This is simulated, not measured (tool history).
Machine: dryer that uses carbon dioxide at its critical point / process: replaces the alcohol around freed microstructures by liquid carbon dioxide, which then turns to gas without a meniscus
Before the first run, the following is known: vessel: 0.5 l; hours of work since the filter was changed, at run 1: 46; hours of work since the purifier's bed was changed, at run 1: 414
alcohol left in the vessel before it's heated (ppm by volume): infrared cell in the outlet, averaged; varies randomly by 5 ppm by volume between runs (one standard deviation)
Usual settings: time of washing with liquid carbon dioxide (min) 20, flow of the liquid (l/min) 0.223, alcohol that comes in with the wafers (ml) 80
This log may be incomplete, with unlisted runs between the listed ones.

run,hour,time of washing with liquid carbon dioxide (min),flow of the liquid (l/min),alcohol that comes in with the wafers (ml),hours of work since the filter was changed,hours of work since the purifier's bed was changed,alcohol left in the vessel before it's heated (ppm by volume)
1,0,20,0.223,80,46,414,105
2,24,20,0.223,80,57,424,106
3,46.9,20,0.223,26,67,435,89
4,67,20,0.223,80,76,444,108
5,83.6,20,0.223,80,84,451,106
6,96.5,20,0.223,80,89,457,114
7,120.2,20,0.178,80,100,468,322
8,140,20,0.178,80,109,476,342
9,158.6,20,0.178,80,117,485,354
10,178,20,0.178,80,126,493,367
11,199.2,20,0.223,80,136,503,147
12,219.6,20,0.223,34,145,512,106
13,231.6,18,0.223,80,150,517,227
14,251.2,17,0.332,77,159,526,91
15,270.1,13,0.163,28,167,535,1580
16,292,14,0.17,28,177,545,1049
17,310,20,0.194,26,185,553,155
18,324.1,24,0.194,36,192,559,113
19,346.8,15,0.312,90,202,569,149
20,357.3,15,0.312,90,206,574,147
21,369,20,0.22,80,212,579,189
22,393.3,23,0.163,24,223,590,196
23,405.2,23,0.247,90,228,595,113

Forecast each of these 3 alternatives for the next run:
# hour 416: inlet filter changed
A,426.6,29,0.247,90,5,604,?
# hour 416: inlet filter changed
B,426.6,12,0.247,90,5,604,?
# hour 416: inlet filter changed
C,426.6,22,0.153,80,5,604,?

run,alcohol left in the vessel before it's heated (ppm by volume)
A,100
B,633
C,348
Take away the tool's hidden state, keep each run's random variation, and the runs would have read:
run,alcohol left in the vessel before it's heated (ppm by volume)
A,9
B,515
C,242
